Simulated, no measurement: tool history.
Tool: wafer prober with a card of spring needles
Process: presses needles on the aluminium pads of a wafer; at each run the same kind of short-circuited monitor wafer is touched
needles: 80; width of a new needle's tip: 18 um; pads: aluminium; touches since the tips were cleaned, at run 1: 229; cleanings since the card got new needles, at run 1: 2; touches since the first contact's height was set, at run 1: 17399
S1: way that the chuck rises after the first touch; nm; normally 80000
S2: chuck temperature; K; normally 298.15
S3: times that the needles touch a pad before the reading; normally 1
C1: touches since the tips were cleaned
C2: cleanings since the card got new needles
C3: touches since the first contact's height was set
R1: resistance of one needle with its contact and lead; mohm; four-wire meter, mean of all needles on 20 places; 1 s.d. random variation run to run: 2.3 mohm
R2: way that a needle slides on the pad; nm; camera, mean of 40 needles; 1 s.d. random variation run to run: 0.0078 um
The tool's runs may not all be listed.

{"run": 1, "hour": 0.0, "S1": 80000, "S2": 298.15, "S3": 1, "C1": 229, "C2": 2, "C3": 17399, "R1": 254, "R2": 16631}
{"hour": 23.8, "done": "tips cleaned on abrasive film"}
{"run": 2, "hour": 35.1, "S1": 80000, "S2": 298.15, "S3": 1, "C1": 4072, "C2": 3, "C3": 29969, "R1": 255, "R2": 16645}
{"hour": 49.0, "done": "tips cleaned on abrasive film"}
{"hour": 72.8, "done": "tips cleaned on abrasive film"}
{"run": 3, "hour": 79.1, "S1": 80000, "S2": 298.15, "S3": 1, "C1": 2254, "C2": 5, "C3": 45672, "R1": 251, "R2": 16624}
{"hour": 98.0, "done": "tips cleaned on abrasive film"}
{"hour": 122.1, "done": "tips cleaned on abrasive film"}
{"run": 4, "hour": 122.1, "S1": 80000, "S2": 298.15, "S3": 1, "C1": 0, "C2": 7, "C3": 61042, "R1": 256, "R2": 16612}
{"hour": 147.4, "done": "tips cleaned on abrasive film"}
{"hour": 173.0, "done": "tips cleaned on abrasive film"}
{"run": 5, "hour": 173.0, "S1": 80000, "S2": 298.15, "S3": 1, "C1": 0, "C2": 9, "C3": 79242, "R1": 256, "R2": 16629}
{"hour": 201.8, "done": "tips cleaned on abrasive film"}
{"hour": 226.6, "done": "tips cleaned on abrasive film"}
{"run": 6, "hour": 228.5, "S1": 80000, "S2": 298.15, "S3": 1, "C1": 688, "C2": 11, "C3": 99111, "R1": 255, "R2": 16633}
{"hour": 248.8, "done": "height of the first contact set anew"}
{"hour": 251.7, "done": "tips cleaned on abrasive film"}
{"run": 7, "hour": 256.9, "S1": 80000, "S2": 311.15, "S3": 1, "C1": 1869, "C2": 12, "C3": 2882, "R1": 259, "R2": 16636}
{"hour": 275.6, "done": "tips cleaned on abrasive film"}
{"run": 8, "hour": 289.1, "S1": 93000, "S2": 298.15, "S3": 1, "C1": 4858, "C2": 13, "C3": 14409, "R1": 255, "R2": 19338}
{"hour": 303.2, "done": "tips cleaned on abrasive film"}
{"run": 9, "hour": 318.4, "S1": 93000, "S2": 298.15, "S3": 1, "C1": 5451, "C2": 14, "C3": 24878, "R1": 256, "R2": 19321}
{"hour": 331.2, "done": "tips cleaned on abrasive film"}
{"run": 10, "hour": 345.2, "S1": 93000, "S2": 298.15, "S3": 1, "C1": 5024, "C2": 15, "C3": 34488, "R1": 252, "R2": 19323}
{"hour": 355.8, "done": "tips cleaned on abrasive film"}
{"hour": 382.4, "done": "tips cleaned on abrasive film"}
{"run": 11, "hour": 404.0, "S1": 80000, "S2": 298.15, "S3": 1, "C1": 7752, "C2": 17, "C3": 55498, "R1": 255, "R2": 16634}
{"hour": 409.0, "done": "tips cleaned on abrasive film"}
{"hour": 434.1, "done": "tips cleaned on abrasive film"}
{"run": 12, "hour": 445.8, "S1": 80000, "S2": 298.15, "S3": 1, "C1": 4186, "C2": 19, "C3": 70439, "R1": 260, "R2": 16640}
{"hour": 460.6, "done": "tips cleaned on abrasive film"}
{"hour": 485.7, "done": "tips cleaned on abrasive film"}
{"run": 13, "hour": 498.9, "S1": 80000, "S2": 354.15, "S3": 1, "C1": 4742, "C2": 21, "C3": 89428, "R1": 270, "R2": 16636}
{"hour": 512.9, "done": "tips cleaned on abrasive film"}
{"run": 14, "hour": 527.4, "S1": 80000, "S2": 354.15, "S3": 1, "C1": 5179, "C2": 22, "C3": 99621, "R1": 274, "R2": 16630}
{"hour": 536.7, "done": "tips cleaned on abrasive film"}
{"hour": 545.0, "done": "height of the first contact set anew"}
{"run": 15, "hour": 556.9, "S1": 80000, "S2": 354.15, "S3": 1, "C1": 7117, "C2": 23, "C3": 4264, "R1": 267, "R2": 16636}
{"hour": 561.0, "done": "tips cleaned on abrasive film"}
{"hour": 587.5, "done": "tips cleaned on abrasive film"}
{"run": 16, "hour": 597.6, "S1": 83000, "S2": 306.15, "S3": 2, "C1": 3614, "C2": 25, "C3": 18817, "R1": 256, "R2": 17239}
{"hour": 612.9, "done": "tips cleaned on abrasive film"}
{"hour": 639.7, "done": "tips cleaned on abrasive film"}
{"run": 17, "hour": 647.9, "S1": 90000, "S2": 313.15, "S3": 1, "C1": 2943, "C2": 27, "C3": 36797, "R1": 257, "R2": 18717}
{"hour": 663.7, "done": "tips cleaned on abrasive film"}
{"hour": 688.4, "done": "tips cleaned on abrasive film"}
{"run": 18, "hour": 706.5, "S1": 62000, "S2": 321.15, "S3": 2, "C1": 6487, "C2": 29, "C3": 57754, "R1": 266, "R2": 12884}
{"hour": 713.7, "done": "tips cleaned on abrasive film"}
{"hour": 739.7, "done": "tips cleaned on abrasive film"}
{"hour": 765.5, "done": "tips cleaned on abrasive film"}
{"run": 19, "hour": 765.7, "S1": 62000, "S2": 321.15, "S3": 2, "C1": 100, "C2": 32, "C3": 78923, "R1": 264, "R2": 12901}
{"hour": 790.3, "done": "tips cleaned on abrasive film"}
{"run": 20, "hour": 804.1, "S1": 80000, "S2": 345.15, "S3": 2, "C1": 4949, "C2": 33, "C3": 92662, "R1": 267, "R2": 16632}
{"hour": 814.3, "done": "tips cleaned on abrasive film"}
{"hour": 840.0, "done": "tips cleaned on abrasive film"}
{"hour": 840.3, "done": "height of the first contact set anew"}
{"run": 21, "hour": 863.2, "S1": 71000, "S2": 298.15, "S3": 1, "C1": 8196, "C2": 35, "C3": 8196, "R1": 257, "R2": 14762}
{"hour": 866.3, "done": "tips cleaned on abrasive film"}
{"hour": 893.3, "done": "tips cleaned on abrasive film"}
{"hour": 918.7, "done": "tips cleaned on abrasive film"}
{"run": 22, "hour": 925.1, "S1": 66000, "S2": 319.15, "S3": 1, "C1": 2297, "C2": 38, "C3": 30324, "R1": 265, "R2": 13723}
{"hour": 944.4, "done": "tips cleaned on abrasive film"}
{"hour": 972.5, "done": "tips cleaned on abrasive film"}
{"run": 23, "hour": 978.0, "S1": 66000, "S2": 319.15, "S3": 1, "C1": 1963, "C2": 40, "C3": 49230, "R1": 265, "R2": 13719}
{"hour": 996.6, "done": "tips cleaned on abrasive film"}
{"run": 24, "hour": 1004.9, "S1": 77000, "S2": 319.15, "S3": 1, "C1": 2988, "C2": 41, "C3": 58854, "R1": 256, "R2": 16010}
{"hour": 1020.8, "done": "tips cleaned on abrasive film"}
{"run": 25, "hour": 1034.2, "S1": 77000, "S2": 337.15, "S3": 2, "C1": 4816, "C2": 42, "C3": 69349, "R1": 268, "R2": 16021}
{"hour": 1046.4, "done": "tips cleaned on abrasive film"}
{"run": 26, "hour": 1069.6, "S1": 77000, "S2": 337.15, "S3": 2, "C1": 8324, "C2": 43, "C3": 82003, "R1": 266, "R2": 16010}
{"hour": 1073.7, "done": "tips cleaned on abrasive film"}
{"hour": 1099.3, "done": "tips cleaned on abrasive film"}
{"hour": 1124.2, "done": "tips cleaned on abrasive film"}
{"run": 27, "hour": 1126.0, "S1": 87000, "S2": 309.15, "S3": 3, "C1": 628, "C2": 46, "C3": 102152, "R1": 256, "R2": 18078}
{"hour": 1133.7, "done": "height of the first contact set anew"}
{"hour": 1148.5, "done": "tips cleaned on abrasive film"}
{"hour": 1173.4, "done": "tips cleaned on abrasive film"}
{"run": 28, "hour": 1183.0, "S1": 89000, "S2": 315.15, "S3": 1, "C1": 3447, "C2": 48, "C3": 17629, "R1": 263, "R2": 18491}
{"hour": 1200.2, "done": "tips cleaned on abrasive film"}
{"hour": 1226.8, "done": "tips cleaned on abrasive film"}
{"run": 29, "hour": 1235.5, "S1": 86000, "S2": 315.15, "S3": 1, "C1": 3122, "C2": 50, "C3": 36397, "R1": 258, "R2": 17865}
{"hour": 1251.2, "done": "tips cleaned on abrasive film"}
{"hour": 1277.0, "done": "tips cleaned on abrasive film"}
{"run": 30, "hour": 1294.6, "S1": 67000, "S2": 298.15, "S3": 3, "C1": 6330, "C2": 52, "C3": 57548, "R1": 254, "R2": 13934}

3 options for the next run, each taken on its own from the tool as it stands now. Forecast them:
{"hour": 1302.6, "done": "tips cleaned on abrasive film"}
{"hour": 1326.8, "done": "tips cleaned on abrasive film"}
{"run": "A", "hour": 1340.2, "S1": 87000, "S2": 361.15, "S3": 1, "C1": 4795, "C2": 54, "C3": 73834, "R1": "?", "R2": "?"}
{"hour": 1302.6, "done": "tips cleaned on abrasive film"}
{"hour": 1326.8, "done": "tips cleaned on abrasive film"}
{"run": "B", "hour": 1340.2, "S1": 90000, "S2": 382.15, "S3": 3, "C1": 4795, "C2": 54, "C3": 73834, "R1": "?", "R2": "?"}
{"hour": 1302.6, "done": "tips cleaned on abrasive film"}
{"hour": 1326.8, "done": "tips cleaned on abrasive film"}
{"run": "C", "hour": 1340.2, "S1": 72000, "S2": 367.15, "S3": 1, "C1": 4795, "C2": 54, "C3": 73834, "R1": "?", "R2": "?"}

run=A R1=270 R2=18070
run=B R1=279 R2=18710
run=C R1=277 R2=14980
With the hidden condition removed and each run's random variation left untouched, the same runs would have given:
run=A R1=270 R2=18072
run=B R1=279 R2=18711
run=C R1=276 R2=14981
